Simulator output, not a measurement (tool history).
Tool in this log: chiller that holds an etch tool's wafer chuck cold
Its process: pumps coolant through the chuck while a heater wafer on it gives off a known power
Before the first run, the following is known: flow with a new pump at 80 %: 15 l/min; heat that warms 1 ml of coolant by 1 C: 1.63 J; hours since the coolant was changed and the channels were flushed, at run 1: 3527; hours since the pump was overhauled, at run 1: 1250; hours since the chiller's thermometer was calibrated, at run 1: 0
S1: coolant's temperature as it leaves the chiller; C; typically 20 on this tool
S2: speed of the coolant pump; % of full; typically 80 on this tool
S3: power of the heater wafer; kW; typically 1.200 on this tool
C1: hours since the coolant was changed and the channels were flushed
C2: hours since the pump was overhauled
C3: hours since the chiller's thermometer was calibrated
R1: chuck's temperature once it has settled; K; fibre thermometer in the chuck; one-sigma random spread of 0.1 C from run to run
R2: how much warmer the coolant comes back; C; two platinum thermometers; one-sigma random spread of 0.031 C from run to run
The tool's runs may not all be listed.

Run 1, hour 0.0: usual settings; C1 3527; C2 1250; C3 0. Result: R1 305.95 K, R2 2.86 C.
Run 2, hour 41.9: usual settings; C1 3569; C2 1291; C3 42. Result: R1 306.05 K, R2 2.94 C.
Run 3, hour 84.9: usual settings; C1 3612; C2 1334; C3 85. Result: R1 305.85 K, R2 2.94 C.
Run 4, hour 143.5: usual settings; C1 3671; C2 1393; C3 144. Result: R1 306.15 K, R2 2.94 C.
Run 5, hour 215.6: usual settings; C1 3743; C2 1465; C3 216. Result: R1 305.85 K, R2 2.90 C.
Run 6, hour 258.2: usual settings but S2 92 % of full; C1 3785; C2 1508; C3 258. Result: R1 304.75 K, R2 2.58 C.
Run 7, hour 341.7: usual settings but S2 92 % of full; C1 3869; C2 1591; C3 342. Result: R1 304.85 K, R2 2.56 C.
Run 8, hour 414.4: usual settings but S2 92 % of full; C1 3941; C2 1664; C3 414. Result: R1 304.95 K, R2 2.55 C.
Run 9, hour 484.7: usual settings but S2 92 % of full; C1 4012; C2 1734; C3 485. Result: R1 304.95 K, R2 2.59 C.
Run 10, hour 532.1: usual settings but S2 92 % of full; C1 4059; C2 1782; C3 532. Result: R1 304.75 K, R2 2.54 C.
Run 11, hour 599.6: usual settings but S2 92 % of full; C1 4127; C2 1849; C3 600. Result: R1 304.75 K, R2 2.56 C.
Run 12, hour 680.8: usual settings but S2 92 % of full; C1 4208; C2 1930; C3 681. Result: R1 304.55 K, R2 2.54 C.
Run 13, hour 728.7: usual settings but S2 92 % of full; C1 4256; C2 1978; C3 729. Result: R1 304.75 K, R2 2.52 C.
Run 14, hour 793.3: usual settings but S2 92 % of full, S3 0.628 kW; C1 4320; C2 2043; C3 793. Result: R1 299.15 K, R2 1.37 C.
Run 15, hour 834.9: usual settings but S1 16 C; C1 4362; C2 2084; C3 835. Result: R1 301.95 K, R2 2.96 C.
Run 16, hour 907.1: usual settings but S1 16 C; C1 4434; C2 2157; C3 907. Result: R1 301.65 K, R2 2.92 C.
Run 17, hour 945.5: usual settings but S1 27 C, S3 1.132 kW; C1 4473; C2 2195; C3 945. Result: R1 312.15 K, R2 2.80 C.
Run 18, hour 1032.1: usual settings but S1 29 C, S2 72 % of full, S3 0.841 kW; C1 4559; C2 2282; C3 1032. Result: R1 311.95 K, R2 2.28 C.
Run 19, hour 1111.1: usual settings but S1 11 C, S2 84 % of full, S3 1.426 kW; C1 4638; C2 2361; C3 1111. Result: R1 299.05 K, R2 3.34 C.
Run 20, hour 1179.7: usual settings but S1 10 C, S2 99 % of full, S3 0.678 kW; C1 4707; C2 2429; C3 1180. Result: R1 289.35 K, R2 1.39 C.
Run 21, hour 1246.3: usual settings but S1 10 C, S2 99 % of full, S3 0.678 kW; C1 4773; C2 2496; C3 1246. Result: R1 289.35 K, R2 1.34 C.
Run 22, hour 1302.6: usual settings but S1 14 C, S2 92 % of full, S3 1.658 kW; C1 4830; C2 2552; C3 1303. Result: R1 303.45 K, R2 3.51 C.
Run 23, hour 1358.1: usual settings but S3 1.092 kW; C1 4885; C2 2608; C3 1358. Result: R1 304.75 K, R2 2.67 C.
Run 24, hour 1394.9: usual settings but S2 87 % of full, S3 1.092 kW; C1 4922; C2 2644; C3 1395. Result: R1 304.15 K, R2 2.51 C.
Run 25, hour 1439.6: usual settings but S1 29 C, S2 65 % of full, S3 1.076 kW; C1 4967; C2 2689; C3 1440. Result: R1 315.65 K, R2 3.23 C.
Run 26, hour 1507.3: usual settings but S1 29 C, S2 65 % of full, S3 1.070 kW; C1 5034; C2 2757; C3 1507. Result: R1 315.55 K, R2 3.27 C.
Run 27, hour 1590.3: usual settings but S1 23 C; C1 5117; C2 2840; C3 1590. Result: R1 308.75 K, R2 2.91 C.
Run 28, hour 1667.4: usual settings but S1 23 C; C1 5195; C2 2917; C3 1667. Result: R1 308.85 K, R2 2.96 C.
Run 29, hour 1726.0: usual settings but S1 23 C; C1 5253; C2 2976; C3 1726. Result: R1 309.15 K, R2 2.92 C.
Run 30, hour 1772.8: usual settings but S2 65 % of full, S3 1.441 kW; C1 5300; C2 3022; C3 1773. Result: R1 310.95 K, R2 4.42 C.
Run 31, hour 1850.8: usual settings but S2 65 % of full, S3 1.441 kW; C1 5378; C2 3100; C3 1851. Result: R1 310.85 K, R2 4.33 C.

Predict each of these 5 candidate next runs independently; none follows another, all start after run 31:
Run A, hour 1903.9: usual settings but S2 61 % of full, S3 1.441 kW; C1 5431; C2 3153; C3 1904. Result: R1 ?, R2 ?.
Run B, hour 1903.9: usual settings but S1 13 C, S2 67 % of full, S3 1.587 kW; C1 5431; C2 3153; C3 1904. Result: R1 ?, R2 ?.
Run C, hour 1903.9: usual settings but S1 19 C, S3 0.753 kW; C1 5431; C2 3153; C3 1904. Result: R1 ?, R2 ?.
Run D, hour 1903.9: usual settings but S1 15 C, S3 0.825 kW; C1 5431; C2 3153; C3 1904. Result: R1 ?, R2 ?.
Run E, hour 1903.9: usual settings but S1 11 C, S2 89 % of full, S3 1.256 kW; C1 5431; C2 3153; C3 1904. Result: R1 ?, R2 ?.

run      R1    R2
  A  311.95  4.68
  B  305.55  4.68
  C  300.15  1.85
  D  296.85  2.03
  E  296.45  2.75
What these runs would have given with no unlogged condition in the tool:
run      R1    R2
  A  311.85  4.67
  B  305.45  4.68
  C  300.15  1.85
  D  296.85  2.03
  E  296.45  2.75
